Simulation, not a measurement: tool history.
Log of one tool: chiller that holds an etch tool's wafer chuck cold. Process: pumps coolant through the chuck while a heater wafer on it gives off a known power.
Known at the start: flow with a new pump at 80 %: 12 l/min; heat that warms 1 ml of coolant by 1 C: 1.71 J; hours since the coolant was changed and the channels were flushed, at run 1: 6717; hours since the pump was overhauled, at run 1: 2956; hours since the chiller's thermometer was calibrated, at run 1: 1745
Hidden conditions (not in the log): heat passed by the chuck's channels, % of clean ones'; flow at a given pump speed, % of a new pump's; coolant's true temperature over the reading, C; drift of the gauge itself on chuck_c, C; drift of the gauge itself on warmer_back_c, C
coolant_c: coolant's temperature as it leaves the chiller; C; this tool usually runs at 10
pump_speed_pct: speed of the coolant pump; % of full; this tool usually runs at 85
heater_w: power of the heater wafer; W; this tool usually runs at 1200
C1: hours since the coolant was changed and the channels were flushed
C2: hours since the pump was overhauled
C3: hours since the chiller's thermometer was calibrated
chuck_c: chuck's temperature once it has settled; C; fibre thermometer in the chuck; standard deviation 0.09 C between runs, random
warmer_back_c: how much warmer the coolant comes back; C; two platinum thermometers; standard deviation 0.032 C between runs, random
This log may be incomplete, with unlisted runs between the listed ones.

run 1 hour=0 | coolant_c=10 pump_speed_pct=85 heater_w=1200 | C1=6717 C2=2956 C3=1745 | chuck_c=17.47 warmer_back_c=3.3
run 2 hour=66.8 | coolant_c=10 pump_speed_pct=85 heater_w=1200 | C1=6783 C2=3022 C3=1812 | chuck_c=17.25 warmer_back_c=3.32
run 3 hour=130.8 | coolant_c=10 pump_speed_pct=85 heater_w=1200 | C1=6847 C2=3086 C3=1876 | chuck_c=17.38 warmer_back_c=3.34
run 4 hour=198.6 | coolant_c=10 pump_speed_pct=85 heater_w=1200 | C1=6915 C2=3154 C3=1944 | chuck_c=17.4 warmer_back_c=3.31
-- hour=261.2 chiller's thermometer calibrated
run 5 hour=288.8 | coolant_c=10 pump_speed_pct=85 heater_w=1200 | C1=7004 C2=3243 C3=28 | chuck_c=17.24 warmer_back_c=3.28
-- hour=369.1 coolant changed, channels flushed
run 6 hour=391 | coolant_c=10 pump_speed_pct=85 heater_w=1200 | C1=22 C2=3340 C3=124 | chuck_c=17.32 warmer_back_c=3.32
run 7 hour=447.4 | coolant_c=10 pump_speed_pct=85 heater_w=1200 | C1=78 C2=3396 C3=180 | chuck_c=17.35 warmer_back_c=3.3
run 8 hour=524.5 | coolant_c=6 pump_speed_pct=69 heater_w=722 | C1=155 C2=3473 C3=257 | chuck_c=11.19 warmer_back_c=2.49
run 9 hour=568.5 | coolant_c=14 pump_speed_pct=71 heater_w=953 | C1=199 C2=3517 C3=301 | chuck_c=20.58 warmer_back_c=3.16
run 10 hour=619 | coolant_c=14 pump_speed_pct=71 heater_w=953 | C1=250 C2=3568 C3=352 | chuck_c=20.74 warmer_back_c=3.18
run 11 hour=681.1 | coolant_c=11 pump_speed_pct=65 heater_w=737 | C1=312 C2=3630 C3=414 | chuck_c=16.62 warmer_back_c=2.68
run 12 hour=731.8 | coolant_c=3 pump_speed_pct=84 heater_w=1200 | C1=363 C2=3680 C3=465 | chuck_c=10.28 warmer_back_c=3.27
run 13 hour=812.8 | coolant_c=3 pump_speed_pct=84 heater_w=1200 | C1=444 C2=3761 C3=546 | chuck_c=10.31 warmer_back_c=3.35
run 14 hour=903.9 | coolant_c=3 pump_speed_pct=84 heater_w=1361 | C1=535 C2=3852 C3=637 | chuck_c=11.34 warmer_back_c=3.75

Predict each of these 5 candidate next runs independently; none follows another, all start after run 14:
run A hour=976.1 | coolant_c=3 pump_speed_pct=79 heater_w=1066 | C1=607 C2=3925 C3=709 | chuck_c=? warmer_back_c=?
run B hour=976.1 | coolant_c=6 pump_speed_pct=95 heater_w=1588 | C1=607 C2=3925 C3=709 | chuck_c=? warmer_back_c=?
run C hour=976.1 | coolant_c=2 pump_speed_pct=74 heater_w=710 | C1=607 C2=3925 C3=709 | chuck_c=? warmer_back_c=?
run D hour=976.1 | coolant_c=10 pump_speed_pct=85 heater_w=1414 | C1=607 C2=3925 C3=709 | chuck_c=? warmer_back_c=?
run E hour=976.1 | coolant_c=11 pump_speed_pct=84 heater_w=1361 | C1=607 C2=3925 C3=709 | chuck_c=? warmer_back_c=?

run=A chuck_c=9.89 warmer_back_c=3.12
run=B chuck_c=14.86 warmer_back_c=3.91
run=C chuck_c=6.67 warmer_back_c=2.22
run=D chuck_c=18.64 warmer_back_c=3.89
run=E chuck_c=19.34 warmer_back_c=3.76
Take away the tool's hidden state, keep each run's random variation, and the runs would have read:
run=A chuck_c=9.89 warmer_back_c=3.12
run=B chuck_c=14.85 warmer_back_c=3.9
run=C chuck_c=6.67 warmer_back_c=2.22
run=D chuck_c=18.63 warmer_back_c=3.88
run=E chuck_c=19.33 warmer_back_c=3.75

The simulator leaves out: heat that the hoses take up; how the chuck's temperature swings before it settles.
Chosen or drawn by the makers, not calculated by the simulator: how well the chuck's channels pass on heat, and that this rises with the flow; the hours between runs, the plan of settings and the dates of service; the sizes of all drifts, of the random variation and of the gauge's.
